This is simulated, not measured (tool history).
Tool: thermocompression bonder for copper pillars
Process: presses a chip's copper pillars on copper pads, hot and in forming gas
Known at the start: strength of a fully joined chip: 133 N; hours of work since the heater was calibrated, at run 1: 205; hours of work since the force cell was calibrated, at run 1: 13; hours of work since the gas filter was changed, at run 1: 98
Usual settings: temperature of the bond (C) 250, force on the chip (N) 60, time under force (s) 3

run   hour  temperature of the bond (C)  force on the chip (N)  time under force (s)  hours of work since the heater was calibrated  hours of work since the force cell was calibrated  hours of work since the gas filter was changed  force that shears a chip off (N)
  1      0                          250                     60                     3                                            205                                                 13                                              98                              47.8
  2   21.7                          250                     60                     3                                            214                                                 22                                             107                              47.7
  3   52.5                          250                     60                     3                                            228                                                 36                                             121                              47.5
  4   80.5                          250                     60                     3                                            240                                                 48                                             133                              47.2
  5  113.3                          221                     60                     3                                            254                                                 62                                             147                                28
  6  138.8                          221                     60                     3                                            265                                                 73                                             159                              27.6
  7  166.9                          250                     60                     3                                            278                                                 86                                             171                              45.7
  8  195.5                          250                     60                     3                                            290                                                 98                                             183                              46.6
     199.4  -- force cell calibrated
  9  222.2                          250                     60                     3                                            301                                                 10                                             194                              45.7
 10  241.6                          250                     60                     3                                            310                                                 18                                             203                              45.9
       264  -- force cell calibrated, once more
 11    271                          250                     60                     3                                            322                                                  3                                             215                              46.5
 12  304.6                          250                     60                     3                                            336                                                 18                                             230                              46.5
 13  319.5                          250                     60                     3                                            343                                                 24                                             236                              46.3
 14  352.2                          250                     60                     3                                            357                                                 39                                             251                                46
 15  368.6                          250                     79                     2                                            364                                                 46                                             258                              45.7
 16  404.6                          250                     43                     3                                            380                                                 61                                             273                              38.4
 17    431                          228                     79                     3                                            392                                                 73                                             285                              37.2
     451.6  -- forming gas filter changed
 18  464.5                          228                     79                     3                                            406                                                 87                                               6                              37.8
 19  492.8                          233                     72                     4                                            418                                                100                                              18                              44.4
 20  528.9                          250                     60                     2                                            434                                                116                                              34                              40.5
 21  549.3                          250                     45                     5                                            443                                                124                                              43                              48.5
 22  574.9                          230                     39                     2                                            454                                                136                                              54                              21.7
 23  610.7                          230                     39                     2                                            470                                                151                                              70                              21.3
 24  640.1                          250                     39                     3                                            483                                                164                                              82                              36.3
 25  664.5                          221                     49                     3                                            493                                                175                                              93                              24.7
 26  697.1                          274                     77                     2                                            508                                                189                                             107                              62.6
 27  722.4                          235                     60                     6                                            519                                                200                                             118                                47
 28  749.6                          250                     37                     4                                            531                                                212                                             130                              39.7

Forecast each of these 4 alternatives for the next run:
  A  780.2                          239                     42                     4                                            544                                                225                                             144                                 ?
  B  780.2                          250                     60                     8                                            544                                                225                                             144                                 ?
  C  780.2                          250                     60                     4                                            544                                                225                                             144                                 ?
  D  780.2                          237                     37                     4                                            544                                                225                                             144                                 ?

run  force that shears a chip off (N)
  A                              35.4
  B                              66.7
  C                              51.9
  D                              31.8
Without the tool's hidden state the same runs would have given:
run  force that shears a chip off (N)
  A                              39.1
  B                              72.2
  C                              56.7
  D                              35.2
